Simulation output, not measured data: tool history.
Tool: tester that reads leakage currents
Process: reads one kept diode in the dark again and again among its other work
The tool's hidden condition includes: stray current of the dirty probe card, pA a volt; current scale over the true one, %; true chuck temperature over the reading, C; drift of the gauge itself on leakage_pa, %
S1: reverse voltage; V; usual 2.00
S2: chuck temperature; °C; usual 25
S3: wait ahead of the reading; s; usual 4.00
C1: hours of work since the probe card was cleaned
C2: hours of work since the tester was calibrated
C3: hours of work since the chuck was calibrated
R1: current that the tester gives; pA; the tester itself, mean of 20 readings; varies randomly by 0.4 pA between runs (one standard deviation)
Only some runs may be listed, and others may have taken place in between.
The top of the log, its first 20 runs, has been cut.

run,hour,S1,S2,S3,C1,C2,C3,R1
21,1680.5,2.00,44,4.00,1060,1667,684,592.26
22,1753.0,12.97,58,3.31,1103,1710,727,3687.19
23,1852.0,2.50,46,3.47,1162,1769,786,751.30
# hour 1876.7: chuck's temperature calibrated
24,1911.0,3.89,41,1.70,1196,1803,20,648.53
25,1960.1,1.69,57,0.34,1225,1832,50,1452.92
26,2012.4,1.69,57,0.34,1257,1863,81,1440.60
27,2089.8,5.93,28,4.00,1303,1909,127,281.63
28,2188.2,4.05,32,7.00,1361,1968,186,322.27
29,2280.3,11.74,30,7.00,1416,2023,241,448.48
30,2345.2,11.74,55,2.38,1455,2062,279,2930.26
31,2409.2,11.74,55,0.78,1493,2100,317,2920.99
32,2499.5,1.89,32,0.46,1547,2154,371,228.33
33,2576.6,1.89,32,0.46,1593,2200,417,226.80
34,2683.6,1.18,25,2.27,1657,2263,481,102.64
35,2792.6,1.18,25,2.27,1722,2328,546,102.56
36,2863.2,1.18,25,2.27,1764,2370,588,102.17
37,2980.1,7.63,53,4.46,1833,2440,658,2039.75
38,3051.6,3.00,25,4.00,1876,2483,700,155.65
39,3169.1,2.00,51,5.67,1946,2553,770,972.27
# hour 3225.5: chuck's temperature calibrated
40,3277.1,2.00,51,5.67,2009,2616,31,1026.88

Consider 4 possible next runs. They are alternatives, not a sequence: every one starts from the tool as it was left by run 40. What does each give?
A,3367.8,6.81,23,1.37,2063,2670,85,?
B,3367.8,2.00,26,5.67,2063,2670,85,?
C,3367.8,1.87,36,0.78,2063,2670,85,?
D,3367.8,7.66,39,4.00,2063,2670,85,?

run,R1
A,209.56
B,147.88
C,320.97
D,762.26
Had the tool no hidden state, the same runs would have come out as:
run,R1
A,193.14
B,143.92
C,318.97
D,748.81
